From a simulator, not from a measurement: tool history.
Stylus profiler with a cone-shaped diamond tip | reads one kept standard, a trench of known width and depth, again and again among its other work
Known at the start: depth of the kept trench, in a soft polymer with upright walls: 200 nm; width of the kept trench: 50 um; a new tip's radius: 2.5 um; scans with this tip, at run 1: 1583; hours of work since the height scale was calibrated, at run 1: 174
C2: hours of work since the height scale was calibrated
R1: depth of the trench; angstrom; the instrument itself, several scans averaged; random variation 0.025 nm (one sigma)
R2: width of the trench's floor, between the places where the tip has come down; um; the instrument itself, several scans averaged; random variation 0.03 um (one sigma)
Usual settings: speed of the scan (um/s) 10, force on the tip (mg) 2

run 1 hour=0 | speed_of_the_scan_(um/s)=10 force_on_the_tip_(mg)=2 | scans_with_this_tip=1583 C2=174 | R1=2027.3 R2=47.73
run 2 hour=73.4 | speed_of_the_scan_(um/s)=10 force_on_the_tip_(mg)=2 | scans_with_this_tip=2041 C2=224 | R1=2026.6 R2=47.58
run 3 hour=206.2 | speed_of_the_scan_(um/s)=10 force_on_the_tip_(mg)=2.45 | scans_with_this_tip=2870 C2=315 | R1=2030.6 R2=47.57
run 4 hour=289 | speed_of_the_scan_(um/s)=10 force_on_the_tip_(mg)=2.45 | scans_with_this_tip=3387 C2=372 | R1=2030.1 R2=47.5
run 5 hour=359.7 | speed_of_the_scan_(um/s)=10 force_on_the_tip_(mg)=0.95 | scans_with_this_tip=3828 C2=420 | R1=2014.9 R2=47.44
run 6 hour=457.9 | speed_of_the_scan_(um/s)=10 force_on_the_tip_(mg)=3.28 | scans_with_this_tip=4441 C2=487 | R1=2036.7 R2=47.36
-- hour=466.1 height scale calibrated on a step standard
run 7 hour=562.7 | speed_of_the_scan_(um/s)=10 force_on_the_tip_(mg)=3.28 | scans_with_this_tip=5092 C2=66 | R1=2035.7 R2=47.36
run 8 hour=646.2 | speed_of_the_scan_(um/s)=21 force_on_the_tip_(mg)=2 | scans_with_this_tip=5613 C2=123 | R1=2024.5 R2=47.17
run 9 hour=725.3 | speed_of_the_scan_(um/s)=21 force_on_the_tip_(mg)=2 | scans_with_this_tip=6107 C2=178 | R1=2024.2 R2=47.12
-- hour=787.5 height scale calibrated on a step standard, once more
run 10 hour=815 | speed_of_the_scan_(um/s)=21 force_on_the_tip_(mg)=2 | scans_with_this_tip=6664 C2=19 | R1=2029.7 R2=47.02
run 11 hour=881.7 | speed_of_the_scan_(um/s)=21 force_on_the_tip_(mg)=2 | scans_with_this_tip=7080 C2=65 | R1=2029.2 R2=46.98
run 12 hour=947.3 | speed_of_the_scan_(um/s)=21 force_on_the_tip_(mg)=2 | scans_with_this_tip=7490 C2=110 | R1=2029.2 R2=46.96
run 13 hour=1015.5 | speed_of_the_scan_(um/s)=21 force_on_the_tip_(mg)=2 | scans_with_this_tip=7915 C2=156 | R1=2028.3 R2=46.95
run 14 hour=1101.9 | speed_of_the_scan_(um/s)=21 force_on_the_tip_(mg)=2.61 | scans_with_this_tip=8455 C2=216 | R1=2033.9 R2=46.89
run 15 hour=1175 | speed_of_the_scan_(um/s)=21 force_on_the_tip_(mg)=2.61 | scans_with_this_tip=8911 C2=266 | R1=2033.3 R2=46.82
run 16 hour=1294.3 | speed_of_the_scan_(um/s)=2 force_on_the_tip_(mg)=2.61 | scans_with_this_tip=9656 C2=347 | R1=2032.8 R2=46.86
run 17 hour=1374.4 | speed_of_the_scan_(um/s)=19 force_on_the_tip_(mg)=3.26 | scans_with_this_tip=10156 C2=402 | R1=2038.2 R2=46.77
run 18 hour=1497.1 | speed_of_the_scan_(um/s)=10 force_on_the_tip_(mg)=1.54 | scans_with_this_tip=10922 C2=486 | R1=2022.4 R2=46.66
run 19 hour=1578.1 | speed_of_the_scan_(um/s)=10 force_on_the_tip_(mg)=1.54 | scans_with_this_tip=11427 C2=542 | R1=2021.8 R2=46.65
run 20 hour=1656.2 | speed_of_the_scan_(um/s)=7 force_on_the_tip_(mg)=1.95 | scans_with_this_tip=11915 C2=595 | R1=2026.1 R2=46.62
run 21 hour=1715 | speed_of_the_scan_(um/s)=3 force_on_the_tip_(mg)=3.36 | scans_with_this_tip=12282 C2=636 | R1=2038.4 R2=46.69
run 22 hour=1827.4 | speed_of_the_scan_(um/s)=3 force_on_the_tip_(mg)=2.63 | scans_with_this_tip=12983 C2=713 | R1=2031.8 R2=46.56
run 23 hour=1949.8 | speed_of_the_scan_(um/s)=12 force_on_the_tip_(mg)=0.78 | scans_with_this_tip=13748 C2=797 | R1=2011.9 R2=46.42

4 ways to go on from here, each from the tool as it stands after run 23. What would each give?
run A hour=2018.7 | speed_of_the_scan_(um/s)=5 force_on_the_tip_(mg)=3.24 | scans_with_this_tip=14178 C2=844 | R1=? R2=?
run B hour=2018.7 | speed_of_the_scan_(um/s)=19 force_on_the_tip_(mg)=3 | scans_with_this_tip=14178 C2=844 | R1=? R2=?
run C hour=2018.7 | speed_of_the_scan_(um/s)=6 force_on_the_tip_(mg)=1.12 | scans_with_this_tip=14178 C2=844 | R1=? R2=?
run D hour=2018.7 | speed_of_the_scan_(um/s)=4 force_on_the_tip_(mg)=0.74 | scans_with_this_tip=14178 C2=844 | R1=? R2=?

run=A R1=2035.9 R2=46.5
run=B R1=2034.3 R2=46.4
run=C R1=2016 R2=46.43
run=D R1=2011.5 R2=46.41
Without the tool's hidden state the same runs would have given:
run=A R1=2039.1 R2=48.05
run=B R1=2037.6 R2=47.95
run=C R1=2019.2 R2=47.98
run=D R1=2014.7 R2=47.96
